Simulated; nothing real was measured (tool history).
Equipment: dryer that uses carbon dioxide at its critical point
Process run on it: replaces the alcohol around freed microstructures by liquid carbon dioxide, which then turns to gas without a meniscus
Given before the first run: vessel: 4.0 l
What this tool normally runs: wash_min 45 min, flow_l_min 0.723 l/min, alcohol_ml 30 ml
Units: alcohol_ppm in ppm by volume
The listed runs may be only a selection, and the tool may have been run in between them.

run   hour  wash_min  flow_l_min  alcohol_ml  alcohol_ppm
  1    0.0        45       0.723          30           25
  2   16.5        45       0.723          30           39
      19.1  -- inlet filter changed
  3   28.9        45       0.723          30           22
  4   42.8        45       0.723          30           19
  5   58.4        45       0.723          30           26
  6   73.7        45       0.785          30           20
  7   82.5        45       0.785          30           21
  8   96.9        45       0.723          30           28
  9  107.4        45       0.723          30           24
 10  116.0        45       0.723          30           31
 11  132.7        45       0.723          30           37
 12  140.6        30       0.723          30          128
 13  154.0        30       0.723          30          129
 14  161.9        30       0.723          30          129
 15  168.8        30       0.723          30          126
 16  181.9        28       0.723          30          174
 17  195.2        28       0.723          30          169
 18  210.9        45       0.723          30           42
 19  224.5        45       0.723          30           42
 20  233.9        45       0.495          30          137
 21  246.9        45       0.495          30          141
 22  255.9        45       0.495          30          146
 23  265.4        45       0.495          48          201
 24  273.3        38       0.723          58          111
 25  285.2        45       0.723          52           62
 26  301.3        45       0.723          52           69
 27  317.7        49       0.723          28           47
 28  325.0        45       0.723          60           74
 29  336.7        45       0.659          86          131
 30  344.3        62       0.496          22           55
 31  356.3        62       0.460          44           87
 32  365.8        27       0.723          32          243
 33  372.9        27       0.543          49          827
 34  383.2        27       1.228          57           68
 35  397.9        27       1.228          57           71
 36  409.9        59       0.703         101           55
 37  421.8        45       0.637          70          133
 38  431.5        45       0.502          36          198
 39  448.1        45       0.502          36          190
 40  462.3        42       1.002          30           60
 41  469.4        42       1.002          30           62
     477.2  -- inlet filter changed
 42  485.9        42       1.002          30           61
 43  501.7        32       1.214          74           63
 44  510.5        31       0.723          34          146
 45  526.5        42       0.623          30          100
 46  538.5        62       0.511          22           63

Branching from run 46: 5 alternative next runs. What would each branch give?
  A  555.1        31       0.511          63            ?
  B  555.1        44       1.215          27            ?
  C  555.1        41       0.716          31            ?
  D  555.1        62       0.517          22            ?
  E  555.1        72       0.723          30            ?

run  alcohol_ppm
  A          739
  B           60
  C           86
  D           74
  E           64
With no hidden state in the tool, these same runs would have given:
run  alcohol_ppm
  A          638
  B            1
  C           23
  D           14
  E            4

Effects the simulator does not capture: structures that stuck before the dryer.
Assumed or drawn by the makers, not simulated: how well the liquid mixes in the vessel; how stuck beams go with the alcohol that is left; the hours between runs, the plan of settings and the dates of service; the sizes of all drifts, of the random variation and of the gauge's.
